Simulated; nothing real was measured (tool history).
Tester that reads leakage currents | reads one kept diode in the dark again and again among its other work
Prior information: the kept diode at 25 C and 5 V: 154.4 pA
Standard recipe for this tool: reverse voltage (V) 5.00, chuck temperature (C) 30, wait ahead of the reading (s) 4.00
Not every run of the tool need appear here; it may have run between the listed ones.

run,hour,reverse voltage (V),chuck temperature (C),wait ahead of the reading (s),current that the tester gives (pA)
1,0.0,5.00,30,4.00,257.57
2,25.6,5.00,30,4.00,258.97
3,55.3,5.00,30,4.00,260.32
4,83.6,5.00,30,4.00,259.97
5,115.6,5.00,30,4.00,259.68
6,148.2,5.00,30,4.00,260.40
7,181.8,5.00,30,1.59,260.84
8,212.7,5.43,30,1.59,271.27
9,234.6,5.43,30,1.59,273.83
10,265.1,5.43,30,1.59,272.57
11,295.6,5.00,30,7.44,262.31
12,325.2,5.00,30,7.44,261.91
# hour 330.0: tester calibrated
13,356.8,5.00,48,4.00,1025.78
14,385.3,5.00,48,4.00,1018.71
15,407.7,5.00,23,4.00,151.69
16,429.0,5.00,23,4.00,151.07
# hour 441.1: tester calibrated, once more
17,445.7,5.00,30,4.00,263.92
18,471.2,5.98,30,4.00,288.27
19,496.3,6.29,47,1.20,1065.68
20,511.0,6.29,47,1.20,1068.05
21,538.5,5.00,26,1.67,193.80
22,553.8,1.93,55,1.52,1075.68
23,574.0,1.93,57,0.49,1235.15
24,600.9,1.72,52,3.49,827.62
25,620.7,1.26,54,3.49,820.96
26,643.7,1.15,40,0.67,285.11
27,661.9,5.00,30,2.59,264.86
28,676.9,1.38,55,7.46,923.31
29,693.1,1.05,41,1.32,292.64
30,725.8,5.08,32,1.47,315.16
31,752.4,13.53,33,7.11,550.26
32,782.9,5.00,35,4.00,391.39
33,797.5,13.30,32,3.80,506.85
34,813.8,4.76,32,3.04,304.44
35,844.3,4.76,32,3.04,305.61
36,862.3,1.30,39,0.99,280.41

What if the next run were any one of these 4? Each begins from the tool's condition after run 36:
A,885.1,1.49,39,0.89,?
B,885.1,4.11,29,5.35,?
C,885.1,5.00,30,7.56,?
D,885.1,1.30,39,5.11,?

run,current that the tester gives (pA)
A,300.82
B,224.52
C,267.87
D,280.66
Take away the tool's hidden state, keep each run's random variation, and the runs would have read:
run,current that the tester gives (pA)
A,274.66
B,197.30
C,235.30
D,256.43
